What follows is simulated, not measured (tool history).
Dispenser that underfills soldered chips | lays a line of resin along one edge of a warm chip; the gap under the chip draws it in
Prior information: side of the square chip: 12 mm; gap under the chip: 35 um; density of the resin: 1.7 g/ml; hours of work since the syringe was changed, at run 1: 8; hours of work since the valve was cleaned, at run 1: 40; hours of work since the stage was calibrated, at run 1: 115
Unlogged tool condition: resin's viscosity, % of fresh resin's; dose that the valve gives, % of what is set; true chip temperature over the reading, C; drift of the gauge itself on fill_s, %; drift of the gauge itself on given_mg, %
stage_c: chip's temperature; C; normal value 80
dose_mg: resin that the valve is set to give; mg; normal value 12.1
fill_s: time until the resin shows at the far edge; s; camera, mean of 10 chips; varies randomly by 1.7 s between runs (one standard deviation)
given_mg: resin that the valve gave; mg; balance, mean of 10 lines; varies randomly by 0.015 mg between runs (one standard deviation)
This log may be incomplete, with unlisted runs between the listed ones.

run   hour  stage_c  dose_mg  hours of work since the syringe was changed  hours of work since the valve was cleaned  hours of work since the stage was calibrated  fill_s  given_mg
  1    0.0       80     12.1                                            8                                         40                                           115   292.7     11.87
       3.5  -- new syringe of resin
  2    4.4       80     12.1                                            1                                         43                                           118   174.5     11.87
  3    9.6       80     12.1                                            4                                         47                                           122   227.8     11.84
      15.4  -- dispensing valve cleaned and set on the balance
  4   17.6       80     12.1                                           10                                          2                                           127   323.4     12.07
      18.5  -- new syringe of resin
  5   24.1       80     10.4                                            4                                          6                                           132   232.0     10.34
  6   28.3       80     10.4                                            7                                          9                                           135   286.5     10.34
      32.6  -- new syringe of resin
  7   34.0       69     12.1                                            1                                         13                                           139   250.3     12.01
  8   40.5       68     12.1                                            6                                         18                                           144   358.0     12.00
  9   45.3       68     12.1                                            9                                         22                                           147   460.7     11.97
      46.5  -- new syringe of resin
 10   49.3       68     12.1                                            2                                         24                                           150   276.0     11.95
 11   52.4       68     12.1                                            4                                         27                                           152   321.6     11.93
 12   55.5       68     12.1                                            7                                         29                                           154   383.0     11.91
 13   59.2       80     10.4                                            9                                         32                                           157   339.6     10.23
      60.6  -- new syringe of resin
 14   65.7       80     10.4                                            4                                         36                                           162   223.3     10.22
 15   69.5       80     10.4                                            7                                         39                                           165   275.5     10.20
 16   74.1       80     12.4                                           10                                         42                                           168   339.9     12.17
      74.9  -- new syringe of resin
 17   77.9       80     12.4                                            2                                         45                                           170   198.2     12.17
 18   82.5       80     12.4                                            6                                         48                                           174   251.1     12.11
      86.6  -- dispensing valve cleaned and set on the balance
 19   87.7       85     14.6                                            9                                          1                                           177   264.6     14.59
      90.0  -- new syringe of resin
 20   91.7       85     14.6                                            1                                          4                                           180   153.1     14.57
 21   98.4       85     14.6                                            6                                          8                                           185   218.0     14.51
 22  101.8       85     14.6                                            9                                         11                                           187   266.5     14.54
     104.1  -- new syringe of resin
 23  107.7       74     11.3                                            3                                         15                                           191   241.4     11.21
 24  114.6       66     14.3                                            8                                         20                                           196   420.8     14.16
     118.3  -- new syringe of resin
 25  118.9       82     14.3                                            0                                         23                                           199   159.2     14.13
 26  126.2       73     14.5                                            6                                         29                                           205   302.1     14.30
     132.3  -- new syringe of resin
 27  132.8       72     10.6                                            0                                         33                                           209   222.6     10.45
 28  137.0       87     10.6                                            3                                         36                                           212   179.6     10.41
 29  144.3       88     15.7                                            9                                         42                                           218   243.1     15.41
     146.3  -- new syringe of resin
 30  147.9       72     12.1                                            1                                         44                                           220   230.2     11.87
 31  151.0       75     13.1                                            3                                         46                                           223   245.1     12.81
 32  155.7       74     14.0                                            7                                         50                                           226   321.6     13.72
     158.1  -- dispensing valve cleaned and set on the balance
     161.4  -- new syringe of resin
 33  161.9       65     12.3                                            0                                          3                                           230   267.7     12.35
 34  168.1       69     13.4                                            5                                          7                                           234   332.1     13.43
 35  174.1       69     13.4                                            9                                         12                                           239   446.0     13.42
     175.7  -- new syringe of resin
 36  178.3       66     15.5                                            2                                         15                                           242   287.4     15.51

Selected run-to-run steps in fill_s, each split into two signed amounts: the part the tool would show with no hidden state at all (from settings, incoming material and random variation), and the remainder, which goes to the hidden state together with any gauge scatter not common to the measured and the hidden-state-free results:
Run 9 -> 10: new syringe of resin. fill_s -184.7 s: hidden state -187.1, all else +2.4.
Run 23 -> 24: stage_c 74 -> 66, dose_mg 11.3 -> 14.3. fill_s +179.4 s: hidden state +136.1, all else +43.3.
Run 24 -> 25: stage_c 66 -> 82, new syringe of resin. fill_s -261.6 s: hidden state -170.5, all else -91.1.
Run 35 -> 36: stage_c 69 -> 66, dose_mg 13.4 -> 15.5, new syringe of resin. fill_s -158.6 s: hidden state -175.1, all else +16.5.
